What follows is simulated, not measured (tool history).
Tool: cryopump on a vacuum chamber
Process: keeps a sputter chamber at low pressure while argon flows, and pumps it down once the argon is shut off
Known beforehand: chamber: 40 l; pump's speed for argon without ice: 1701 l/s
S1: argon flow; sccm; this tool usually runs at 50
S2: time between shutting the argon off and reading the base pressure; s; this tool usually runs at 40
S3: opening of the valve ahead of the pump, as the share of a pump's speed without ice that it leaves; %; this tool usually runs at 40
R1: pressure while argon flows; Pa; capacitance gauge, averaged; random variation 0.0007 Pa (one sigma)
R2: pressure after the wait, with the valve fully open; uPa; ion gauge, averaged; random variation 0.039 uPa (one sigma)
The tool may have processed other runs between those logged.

run 1 hour=0 | S1=50 S2=40 S3=40 | R1=0.1322 R2=2.94
run 2 hour=31.6 | S1=50 S2=40 S3=40 | R1=0.1301 R2=2.95
run 3 hour=60.3 | S1=50 S2=40 S3=40 | R1=0.1316 R2=2.96
run 4 hour=81.9 | S1=50 S2=40 S3=40 | R1=0.1324 R2=3.05
run 5 hour=105.8 | S1=50 S2=40 S3=40 | R1=0.1322 R2=3.02
run 6 hour=143.3 | S1=50 S2=40 S3=40 | R1=0.1315 R2=3.11
run 7 hour=168.9 | S1=50 S2=40 S3=40 | R1=0.1321 R2=2.95
run 8 hour=198.9 | S1=50 S2=40 S3=40 | R1=0.1326 R2=3.01
run 9 hour=218.3 | S1=50 S2=40 S3=40 | R1=0.1332 R2=2.98
run 10 hour=235.9 | S1=50 S2=40 S3=40 | R1=0.1322 R2=2.98
run 11 hour=268.6 | S1=50 S2=40 S3=19 | R1=0.2708 R2=3.09
run 12 hour=301.9 | S1=50 S2=40 S3=40 | R1=0.1349 R2=3.17
run 13 hour=330.8 | S1=50 S2=40 S3=40 | R1=0.1348 R2=3.07
run 14 hour=350.2 | S1=50 S2=40 S3=40 | R1=0.1343 R2=2.99
run 15 hour=367.8 | S1=50 S2=40 S3=40 | R1=0.1355 R2=3.1
run 16 hour=406.6 | S1=50 S2=40 S3=40 | R1=0.1356 R2=3.15
run 17 hour=432.8 | S1=50 S2=40 S3=40 | R1=0.1357 R2=3.13
run 18 hour=455.3 | S1=50 S2=40 S3=40 | R1=0.1372 R2=3.18
run 19 hour=488 | S1=50 S2=40 S3=40 | R1=0.1361 R2=3.18
run 20 hour=509.2 | S1=50 S2=40 S3=40 | R1=0.1386 R2=3.19
run 21 hour=529 | S1=45 S2=21 S3=40 | R1=0.1243 R2=5.07
run 22 hour=563.2 | S1=50 S2=36 S3=43 | R1=0.1289 R2=3.5
run 23 hour=584.5 | S1=50 S2=52 S3=42 | R1=0.1323 R2=2.67
run 24 hour=620 | S1=50 S2=52 S3=42 | R1=0.1327 R2=2.76
run 25 hour=645.7 | S1=50 S2=40 S3=26 | R1=0.2065 R2=3.25
run 26 hour=661.7 | S1=50 S2=40 S3=26 | R1=0.2052 R2=3.34
run 27 hour=699 | S1=50 S2=119 S3=40 | R1=0.14 R2=1.95
run 28 hour=724.9 | S1=50 S2=119 S3=40 | R1=0.1402 R2=1.92
run 29 hour=756.6 | S1=50 S2=119 S3=40 | R1=0.1411 R2=1.95
run 30 hour=784.4 | S1=88 S2=40 S3=17 | R1=0.5428 R2=3.37
run 31 hour=801 | S1=50 S2=28 S3=22 | R1=0.2421 R2=4.18
run 32 hour=829.2 | S1=50 S2=96 S3=43 | R1=0.1344 R2=2.21
run 33 hour=849 | S1=50 S2=96 S3=43 | R1=0.1337 R2=2.21

Alternative continuations, all from the tool just after run 33; predict every row:
run A hour=887.6 | S1=63 S2=59 S3=23 | R1=? R2=?
run B hour=887.6 | S1=42 S2=96 S3=27 | R1=? R2=?
run C hour=887.6 | S1=32 S2=195 S3=40 | R1=? R2=?
run D hour=887.6 | S1=60 S2=66 S3=18 | R1=? R2=?
run E hour=887.6 | S1=34 S2=40 S3=40 | R1=? R2=?

run=A R1=0.2964 R2=2.75
run=B R1=0.17 R2=2.17
run=C R1=0.0915 R2=1.8
run=D R1=0.3514 R2=2.62
run=E R1=0.0973 R2=3.46
Take away the tool's hidden state, keep each run's random variation, and the runs would have read:
run=A R1=0.2728 R2=1.55
run=B R1=0.1543 R2=0.98
run=C R1=0.0796 R2=0.58
run=D R1=0.3292 R2=1.41
run=E R1=0.0845 R2=2.24
